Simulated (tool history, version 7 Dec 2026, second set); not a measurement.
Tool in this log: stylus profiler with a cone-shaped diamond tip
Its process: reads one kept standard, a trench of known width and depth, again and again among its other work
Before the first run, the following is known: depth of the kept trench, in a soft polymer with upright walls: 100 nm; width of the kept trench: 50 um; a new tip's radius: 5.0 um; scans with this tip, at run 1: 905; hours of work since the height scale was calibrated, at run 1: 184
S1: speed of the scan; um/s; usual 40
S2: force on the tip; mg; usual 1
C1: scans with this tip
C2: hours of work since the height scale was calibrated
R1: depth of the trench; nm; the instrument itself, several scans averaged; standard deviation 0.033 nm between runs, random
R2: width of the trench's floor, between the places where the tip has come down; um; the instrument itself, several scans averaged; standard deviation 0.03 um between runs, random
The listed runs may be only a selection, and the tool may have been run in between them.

| run | hour | S1 | S2 | C1 | C2 | R1 | R2 |
|---|---|---|---|---|---|---|---|
| 1 | 0 | 40 | 1 | 905 | 184 | 100.61 | 47.47 |
| 2 | 27.9 | 40 | 1 | 1003 | 204 | 100.64 | 47.47 |
| 3 | 42.5 | 40 | 1 | 1054 | 215 | 100.63 | 47.43 |
| 4 | 68 | 40 | 1 | 1144 | 233 | 100.66 | 47.37 |
| 5 | 87.6 | 40 | 1 | 1213 | 247 | 100.6 | 47.4 |
| 6 | 108.8 | 40 | 1 | 1287 | 262 | 100.61 | 47.43 |
| 7 | 139.2 | 40 | 1 | 1395 | 284 | 100.62 | 47.45 |
| 8 | 172.7 | 40 | 1 | 1512 | 308 | 100.62 | 47.41 |
| 9 | 190.7 | 40 | 1 | 1576 | 321 | 100.63 | 47.41 |
| 10 | 213.3 | 40 | 1 | 1655 | 337 | 100.63 | 47.39 |
| 11 | 231 | 31 | 0.98 | 1717 | 350 | 100.62 | 47.43 |
| 12 | 249.9 | 110 | 0.68 | 1784 | 363 | 100.55 | 46.48 |
| 13 | 273.3 | 110 | 0.68 | 1866 | 380 | 100.41 | 46.47 |
| 14 | 288 | 114 | 1.71 | 1918 | 391 | 100.85 | 46.92 |
| 15 | 322 | 112 | 0.84 | 2038 | 415 | 100.5 | 46.53 |
| 16 | 343.5 | 74 | 1 | 2113 | 430 | 100.61 | 47 |
| 17 | 370.8 | 18 | 1.63 | 2209 | 450 | 100.9 | 47.58 |
| 18 | 402.3 | 60 | 0.46 | 2320 | 473 | 100.35 | 46.82 |
| 19 | 417.9 | 60 | 0.46 | 2375 | 484 | 100.25 | 46.82 |

Each row is a separate what-if for the run after 19, all from the same tool condition, not one after another. Results?
| A | 446.1 | 27 | 0.59 | 2474 | 504 | ? | ? |
| B | 446.1 | 108 | 0.83 | 2474 | 504 | ? | ? |
| C | 446.1 | 60 | 2.07 | 2474 | 504 | ? | ? |
| D | 446.1 | 130 | 2.97 | 2474 | 504 | ? | ? |
| E | 446.1 | 133 | 0.46 | 2474 | 504 | ? | ? |

| run | R1 | R2 |
|---|---|---|
| A | 100.4 | 47.3 |
| B | 100.52 | 46.52 |
| C | 100.98 | 47.26 |
| D | 101.31 | 46.97 |
| E | 100.27 | 45.85 |
Without the tool's unlogged condition, the same runs would have read:
| run | R1 | R2 |
|---|---|---|
| A | 100.52 | 47.67 |
| B | 100.63 | 46.89 |
| C | 101.09 | 47.63 |
| D | 101.43 | 47.34 |
| E | 100.39 | 46.22 |
